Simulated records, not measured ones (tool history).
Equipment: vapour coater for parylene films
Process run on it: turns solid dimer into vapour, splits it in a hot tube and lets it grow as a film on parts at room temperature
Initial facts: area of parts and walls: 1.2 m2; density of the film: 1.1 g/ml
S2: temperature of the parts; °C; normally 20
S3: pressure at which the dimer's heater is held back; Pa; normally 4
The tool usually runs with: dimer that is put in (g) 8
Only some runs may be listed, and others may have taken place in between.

{"run": 1, "hour": 0.0, "dimer that is put in (g)": 8, "S2": 20, "S3": 4, "thickness of the film (µm)": 3.55}
{"run": 2, "hour": 11.0, "dimer that is put in (g)": 8, "S2": 20, "S3": 4, "thickness of the film (µm)": 3.55}
{"run": 3, "hour": 24.6, "dimer that is put in (g)": 8, "S2": 20, "S3": 4, "thickness of the film (µm)": 3.61}
{"run": 4, "hour": 39.4, "dimer that is put in (g)": 8, "S2": 20, "S3": 4, "thickness of the film (µm)": 3.58}
{"run": 5, "hour": 53.5, "dimer that is put in (g)": 8, "S2": 20, "S3": 4, "thickness of the film (µm)": 3.56}
{"run": 6, "hour": 65.6, "dimer that is put in (g)": 8, "S2": 20, "S3": 4, "thickness of the film (µm)": 3.54}
{"run": 7, "hour": 80.6, "dimer that is put in (g)": 8, "S2": 20, "S3": 4, "thickness of the film (µm)": 3.5}
{"run": 8, "hour": 92.6, "dimer that is put in (g)": 8, "S2": 20, "S3": 4, "thickness of the film (µm)": 3.56}
{"run": 9, "hour": 104.0, "dimer that is put in (g)": 8, "S2": 20, "S3": 4, "thickness of the film (µm)": 3.54}
{"run": 10, "hour": 110.6, "dimer that is put in (g)": 8, "S2": 20, "S3": 4, "thickness of the film (µm)": 3.51}
{"hour": 112.6, "done": "table's thermometer calibrated"}
{"run": 11, "hour": 121.3, "dimer that is put in (g)": 8, "S2": 20, "S3": 4, "thickness of the film (µm)": 3.53}
{"run": 12, "hour": 130.5, "dimer that is put in (g)": 8, "S2": 20, "S3": 4, "thickness of the film (µm)": 3.5}
{"run": 13, "hour": 137.3, "dimer that is put in (g)": 8, "S2": 20, "S3": 4, "thickness of the film (µm)": 3.51}
{"hour": 139.7, "done": "table's thermometer calibrated, once more"}
{"run": 14, "hour": 147.3, "dimer that is put in (g)": 5, "S2": 24, "S3": 6.54, "thickness of the film (µm)": 1.76}
{"run": 15, "hour": 153.7, "dimer that is put in (g)": 5, "S2": 24, "S3": 6.54, "thickness of the film (µm)": 1.77}
{"run": 16, "hour": 167.3, "dimer that is put in (g)": 5, "S2": 24, "S3": 6.54, "thickness of the film (µm)": 1.8}
{"run": 17, "hour": 181.8, "dimer that is put in (g)": 5, "S2": 24, "S3": 6.54, "thickness of the film (µm)": 1.85}
{"run": 18, "hour": 194.1, "dimer that is put in (g)": 5, "S2": 24, "S3": 6.54, "thickness of the film (µm)": 1.8}
{"run": 19, "hour": 203.7, "dimer that is put in (g)": 5, "S2": 24, "S3": 6.54, "thickness of the film (µm)": 1.77}
{"run": 20, "hour": 215.3, "dimer that is put in (g)": 4, "S2": 16, "S3": 7.49, "thickness of the film (µm)": 1.72}
{"run": 21, "hour": 227.7, "dimer that is put in (g)": 4, "S2": 16, "S3": 7.49, "thickness of the film (µm)": 1.73}
{"run": 22, "hour": 235.6, "dimer that is put in (g)": 6, "S2": 13, "S3": 3.07, "thickness of the film (µm)": 3.23}
{"run": 23, "hour": 249.5, "dimer that is put in (g)": 12, "S2": 28, "S3": 7.12, "thickness of the film (µm)": 3.78}
{"run": 24, "hour": 261.7, "dimer that is put in (g)": 12, "S2": 28, "S3": 7.12, "thickness of the film (µm)": 3.75}
{"run": 25, "hour": 275.0, "dimer that is put in (g)": 12, "S2": 28, "S3": 7.12, "thickness of the film (µm)": 3.78}

Consider 3 possible next runs. They are alternatives, not a sequence: every one starts from the tool as it was left by run 25. What does each give?
{"run": "A", "hour": 287.0, "dimer that is put in (g)": 8, "S2": 23, "S3": 4, "thickness of the film (µm)": "?"}
{"run": "B", "hour": 287.0, "dimer that is put in (g)": 8, "S2": 14, "S3": 4, "thickness of the film (µm)": "?"}
{"run": "C", "hour": 287.0, "dimer that is put in (g)": 14, "S2": 16, "S3": 3.03, "thickness of the film (µm)": "?"}

run=A thickness_of_the_film_(µm)=3.17
run=B thickness_of_the_film_(µm)=4.01
run=C thickness_of_the_film_(µm)=7.11
With the hidden condition removed and each run's random variation left untouched, the same runs would have given:
run=A thickness_of_the_film_(µm)=3.36
run=B thickness_of_the_film_(µm)=4.26
run=C thickness_of_the_film_(µm)=7.54

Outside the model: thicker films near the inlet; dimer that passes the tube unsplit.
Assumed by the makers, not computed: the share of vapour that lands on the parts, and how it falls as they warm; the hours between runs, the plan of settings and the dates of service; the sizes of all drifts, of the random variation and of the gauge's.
